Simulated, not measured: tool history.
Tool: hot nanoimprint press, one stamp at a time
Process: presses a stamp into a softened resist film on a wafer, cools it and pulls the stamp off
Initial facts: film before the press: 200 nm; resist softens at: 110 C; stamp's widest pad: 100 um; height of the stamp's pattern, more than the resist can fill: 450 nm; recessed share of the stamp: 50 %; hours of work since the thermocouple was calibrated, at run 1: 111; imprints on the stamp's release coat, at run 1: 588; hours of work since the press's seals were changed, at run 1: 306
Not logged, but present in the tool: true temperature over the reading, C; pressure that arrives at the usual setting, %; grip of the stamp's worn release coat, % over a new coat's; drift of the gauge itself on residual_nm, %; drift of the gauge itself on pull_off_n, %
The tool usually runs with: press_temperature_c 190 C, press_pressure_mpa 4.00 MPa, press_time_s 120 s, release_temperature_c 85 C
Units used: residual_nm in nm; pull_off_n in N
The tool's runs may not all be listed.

run,hour,press_temperature_c,press_pressure_mpa,press_time_s,release_temperature_c,hours of work since the thermocouple was calibrated,imprints on the stamp's release coat,hours of work since the press's seals were changed,residual_nm,pull_off_n
1,0.0,190,4.00,120,85,111,588,306,96.8,132
2,30.7,190,4.00,120,85,127,703,322,96.6,140
# hour 59.6: stamp cleaned and given a new release coat
3,81.5,190,4.00,120,85,151,82,346,96.9,116
4,144.6,190,4.00,120,85,185,318,379,97.6,124
5,202.0,190,4.00,120,85,215,534,410,98.8,133
6,238.2,190,2.41,120,85,234,669,429,120.4,136
# hour 275.8: stamp cleaned and given a new release coat
7,301.4,190,2.41,120,85,265,96,459,121.6,117
8,362.5,200,4.00,120,85,297,324,492,77.5,124
9,417.9,200,4.00,120,85,327,532,521,77.2,130
10,465.3,190,4.64,120,85,352,710,546,93.1,135
# hour 493.4: stamp cleaned and given a new release coat
11,510.5,190,4.00,199,85,372,64,567,82.3,113
12,564.3,190,4.00,199,85,401,265,596,82.9,126
13,619.2,190,4.00,199,85,430,471,625,83.4,135
14,666.5,190,4.71,120,85,455,649,650,93.4,138
# hour 709.8: stamp cleaned and given a new release coat
# hour 730.1: plate thermocouple calibrated
15,733.2,194,4.71,120,83,2,77,681,82.7,116
16,795.6,194,4.71,120,83,35,311,714,81.7,135
17,847.1,187,4.71,120,70,62,504,741,97.8,163
18,893.1,187,4.71,120,70,86,676,765,99.0,171
# hour 929.3: stamp cleaned and given a new release coat
19,956.9,202,6.34,120,85,117,103,796,59.8,116
20,997.5,183,3.41,79,78,139,255,818,138.6,138
21,1048.9,190,4.00,105,85,166,448,845,105.0,128
22,1076.0,191,4.00,62,85,180,549,859,120.9,131
23,1113.4,184,3.97,120,85,200,690,879,115.1,134
# hour 1126.3: press's hydraulic seals changed and the load cell set to zero
# hour 1155.3: stamp cleaned and given a new release coat
24,1182.8,188,4.00,120,72,230,103,27,102.1,139
25,1237.1,197,3.14,81,81,258,307,56,104.8,131
26,1293.2,197,3.14,81,81,288,517,85,104.6,140
27,1346.2,190,5.46,120,85,316,716,114,84.3,138
# hour 1372.9: stamp cleaned and given a new release coat
28,1389.6,185,4.00,63,71,336,63,133,132.5,144

How the hidden state differs across the entries between the runs, from the last listed run before each to the first after it:
After run 2, before run 3: stamp cleaned and given a new release coat (hour 59.6)
  true temperature over the reading, C: -0.34 -> -0.4; pressure that arrives at the usual setting, %: 97.17 -> 97; grip of the stamp's worn release coat, % over a new coat's: 20 -> 2.3
  measured value less the no-hidden-state value, residual_nm: +2.1 -> +2.3 nm; pull_off_n: +24 -> +3 N
After run 6, before run 7: stamp cleaned and given a new release coat (hour 275.8)
  true temperature over the reading, C: -0.6 -> -0.67; pressure that arrives at the usual setting, %: 96.39 -> 96.17; grip of the stamp's worn release coat, % over a new coat's: 19 -> 2.7
  measured value less the no-hidden-state value, residual_nm: +2.5 -> +2.9 nm; pull_off_n: +23 -> +4 N
After run 10, before run 11: stamp cleaned and given a new release coat (hour 493.4)
  true temperature over the reading, C: -0.87 -> -0.92; pressure that arrives at the usual setting, %: 95.57 -> 95.42; grip of the stamp's worn release coat, % over a new coat's: 20.2 -> 1.8
  measured value less the no-hidden-state value, residual_nm: +4.4 -> +3.9 nm; pull_off_n: +24 -> +3 N
After run 14, before run 15: stamp cleaned and given a new release coat (hour 709.8); plate thermocouple calibrated (hour 730.1)
  true temperature over the reading, C: -1.11 -> -0.08; pressure that arrives at the usual setting, %: 94.84 -> 94.61; grip of the stamp's worn release coat, % over a new coat's: 18.4 -> 2.1
  measured value less the no-hidden-state value, residual_nm: +5.4 -> +2.8 nm; pull_off_n: +23 -> +3 N
After run 18, before run 19: stamp cleaned and given a new release coat (hour 929.3)
  true temperature over the reading, C: -0.28 -> -0.36; pressure that arrives at the usual setting, %: 94 -> 93.8; grip of the stamp's worn release coat, % over a new coat's: 19.2 -> 2.9
  measured value less the no-hidden-state value, residual_nm: +4.0 -> +3.7 nm; pull_off_n: +28 -> +4 N
After run 23, before run 24: press's hydraulic seals changed and the load cell set to zero (hour 1126.3); stamp cleaned and given a new release coat (hour 1155.3)
  true temperature over the reading, C: -0.56 -> -0.63; pressure that arrives at the usual setting, %: 93.23 -> 99.93; grip of the stamp's worn release coat, % over a new coat's: 19.6 -> 2.9
  measured value less the no-hidden-state value, residual_nm: +4.8 -> +1.6 nm; pull_off_n: +23 -> +5 N
After run 27, before run 28: stamp cleaned and given a new release coat (hour 1372.9)
  true temperature over the reading, C: -0.84 -> -0.88; pressure that arrives at the usual setting, %: 99.3 -> 99.16; grip of the stamp's worn release coat, % over a new coat's: 20.4 -> 1.8
  measured value less the no-hidden-state value, residual_nm: +2.2 -> +2.8 nm; pull_off_n: +25 -> +4 N
